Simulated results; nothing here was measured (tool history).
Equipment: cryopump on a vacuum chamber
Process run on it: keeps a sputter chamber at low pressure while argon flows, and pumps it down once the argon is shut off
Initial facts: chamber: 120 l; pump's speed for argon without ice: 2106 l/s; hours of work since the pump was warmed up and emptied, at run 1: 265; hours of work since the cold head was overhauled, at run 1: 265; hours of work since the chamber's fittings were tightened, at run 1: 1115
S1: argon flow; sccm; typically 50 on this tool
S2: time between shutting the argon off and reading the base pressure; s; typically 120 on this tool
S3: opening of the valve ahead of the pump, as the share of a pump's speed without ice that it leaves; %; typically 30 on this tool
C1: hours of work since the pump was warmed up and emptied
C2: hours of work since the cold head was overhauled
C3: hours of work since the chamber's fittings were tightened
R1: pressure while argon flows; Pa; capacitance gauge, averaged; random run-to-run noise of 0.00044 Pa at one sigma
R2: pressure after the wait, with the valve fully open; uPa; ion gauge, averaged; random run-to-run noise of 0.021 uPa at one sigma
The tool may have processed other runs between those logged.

Run 1, hour 0.0: usual settings; C1 265; C2 265; C3 1115. Result: R1 0.1359 Pa, R2 1.04 uPa.
Run 2, hour 9.7: usual settings but S3 52 %; C1 272; C2 272; C3 1122. Result: R1 0.0789 Pa, R2 1.06 uPa.
Run 3, hour 22.3: usual settings but S1 79 sccm; C1 280; C2 280; C3 1131. Result: R1 0.2140 Pa, R2 1.04 uPa.
Run 4, hour 34.0: usual settings but S1 79 sccm; C1 288; C2 288; C3 1139. Result: R1 0.2144 Pa, R2 1.06 uPa.
Run 5, hour 49.0: usual settings but S1 79 sccm; C1 299; C2 299; C3 1149. Result: R1 0.2149 Pa, R2 1.05 uPa.
Run 6, hour 62.7: usual settings but S1 79 sccm; C1 308; C2 308; C3 1158. Result: R1 0.2156 Pa, R2 1.01 uPa.
Run 7, hour 70.6: usual settings but S1 79 sccm; C1 314; C2 314; C3 1164. Result: R1 0.2151 Pa, R2 1.07 uPa.
At hour 77.8: leaking fittings of the chamber tightened, without venting.
Run 8, hour 87.5: usual settings but S1 79 sccm; C1 324; C2 324; C3 7. Result: R1 0.2149 Pa, R2 0.42 uPa.
Run 9, hour 102.4: usual settings but S1 79 sccm; C1 334; C2 334; C3 17. Result: R1 0.2150 Pa, R2 0.44 uPa.
Run 10, hour 116.8: usual settings but S1 79 sccm; C1 344; C2 344; C3 27. Result: R1 0.2155 Pa, R2 0.43 uPa.
Run 11, hour 125.3: usual settings but S1 39 sccm; C1 350; C2 350; C3 33. Result: R1 0.1064 Pa, R2 0.42 uPa.
Run 12, hour 134.7: usual settings but S1 39 sccm; C1 356; C2 356; C3 39. Result: R1 0.1068 Pa, R2 0.40 uPa.
Run 13, hour 148.9: usual settings; C1 366; C2 366; C3 49. Result: R1 0.1359 Pa, R2 0.42 uPa.
Run 14, hour 155.4: usual settings; C1 371; C2 371; C3 54. Result: R1 0.1362 Pa, R2 0.41 uPa.

Run 15 has not been measured yet. What should we expect?
Run 15, hour 169.5: usual settings; C1 380; C2 380; C3 63. Result: R1 ?, R2 ?.

For run 15 the tool returned R1 0.1362 Pa, R2 0.44 uPa.
With the hidden condition absent and the run-to-run variation left alone, this run would have shown R1 0.1335 Pa, R2 0.38 uPa.
